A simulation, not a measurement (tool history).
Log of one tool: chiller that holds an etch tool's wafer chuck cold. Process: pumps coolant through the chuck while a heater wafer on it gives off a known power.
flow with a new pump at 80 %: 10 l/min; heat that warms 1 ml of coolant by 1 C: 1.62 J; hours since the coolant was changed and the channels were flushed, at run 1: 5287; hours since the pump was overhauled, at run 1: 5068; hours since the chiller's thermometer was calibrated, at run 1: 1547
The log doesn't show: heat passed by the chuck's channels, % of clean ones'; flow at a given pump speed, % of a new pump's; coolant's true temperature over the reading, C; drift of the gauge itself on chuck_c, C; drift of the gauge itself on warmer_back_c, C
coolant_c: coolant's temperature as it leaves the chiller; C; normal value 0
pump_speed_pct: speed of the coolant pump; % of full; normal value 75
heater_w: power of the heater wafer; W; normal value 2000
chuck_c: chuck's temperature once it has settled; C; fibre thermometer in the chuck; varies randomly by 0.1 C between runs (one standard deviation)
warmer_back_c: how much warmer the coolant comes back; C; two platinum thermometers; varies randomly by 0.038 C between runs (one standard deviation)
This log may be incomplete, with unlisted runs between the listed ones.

| run | hour | coolant_c | pump_speed_pct | heater_w | hours since the coolant was changed and the channels were flushed | hours since the pump was overhauled | hours since the chiller's thermometer was calibrated | chuck_c | warmer_back_c |
|---|---|---|---|---|---|---|---|---|---|
| 1 | 0.0 | 0 | 75 | 2000 | 5287 | 5068 | 1547 | 16.7 | 8.01 |
| 2 | 67.1 | 0 | 75 | 1775 | 5354 | 5135 | 1614 | 15.0 | 7.02 |
| 3 | 133.0 | 0 | 75 | 1775 | 5420 | 5201 | 1680 | 15.0 | 7.06 |
| 4 | 196.6 | 0 | 75 | 1842 | 5483 | 5265 | 1744 | 15.2 | 7.33 |
| 5 | 301.8 | 0 | 75 | 1842 | 5588 | 5370 | 1849 | 15.4 | 7.33 |
| 6 | 413.0 | 0 | 75 | 1842 | 5700 | 5481 | 1960 | 15.4 | 7.29 |
| 7 | 511.7 | 2 | 75 | 1842 | 5798 | 5580 | 2059 | 17.3 | 7.33 |
| 8 | 625.3 | 0 | 75 | 2000 | 5912 | 5694 | 2172 | 16.6 | 7.91 |
| 9 | 699.8 | 0 | 75 | 2000 | 5986 | 5768 | 2247 | 16.7 | 7.96 |
| 10 | 820.3 | 0 | 75 | 2000 | 6107 | 5889 | 2368 | 16.6 | 7.95 |
| 11 | 922.6 | 5 | 75 | 2000 | 6209 | 5991 | 2470 | 21.7 | 7.87 |
| 12 | 1054.2 | 0 | 75 | 1720 | 6341 | 6122 | 2601 | 14.4 | 6.75 |
| 13 | 1176.6 | 0 | 75 | 2000 | 6463 | 6245 | 2724 | 16.7 | 7.82 |
| 14 | 1241.4 | 0 | 75 | 1339 | 6528 | 6310 | 2789 | 11.3 | 5.30 |
| 15 | 1299.3 | 0 | 75 | 1339 | 6586 | 6368 | 2847 | 11.0 | 5.19 |
| 16 | 1404.2 | 0 | 75 | 1339 | 6691 | 6472 | 2951 | 11.0 | 5.20 |
| 17 | 1479.0 | 5 | 68 | 1180 | 6766 | 6547 | 3026 | 15.5 | 5.08 |
| 18 | 1573.2 | -9 | 61 | 1658 | 6860 | 6641 | 3120 | 7.0 | 8.10 |
| 19 | 1667.7 | 2 | 99 | 1003 | 6954 | 6736 | 3215 | 9.0 | 2.90 |
| 20 | 1751.7 | 2 | 99 | 1003 | 7038 | 6820 | 3299 | 9.0 | 2.84 |
| 21 | 1882.4 | 2 | 99 | 1003 | 7169 | 6951 | 3430 | 8.7 | 2.85 |

Forecast run 22:
| 22 | 1957.5 | 7 | 67 | 1993 | 7244 | 7026 | 3505 | ? | ? |

{"run 22": {"chuck_c": 25.1, "warmer_back_c": 8.78}}
Without the tool's hidden state the same run would have given chuck_c 25.0 C, warmer_back_c 8.89 C.

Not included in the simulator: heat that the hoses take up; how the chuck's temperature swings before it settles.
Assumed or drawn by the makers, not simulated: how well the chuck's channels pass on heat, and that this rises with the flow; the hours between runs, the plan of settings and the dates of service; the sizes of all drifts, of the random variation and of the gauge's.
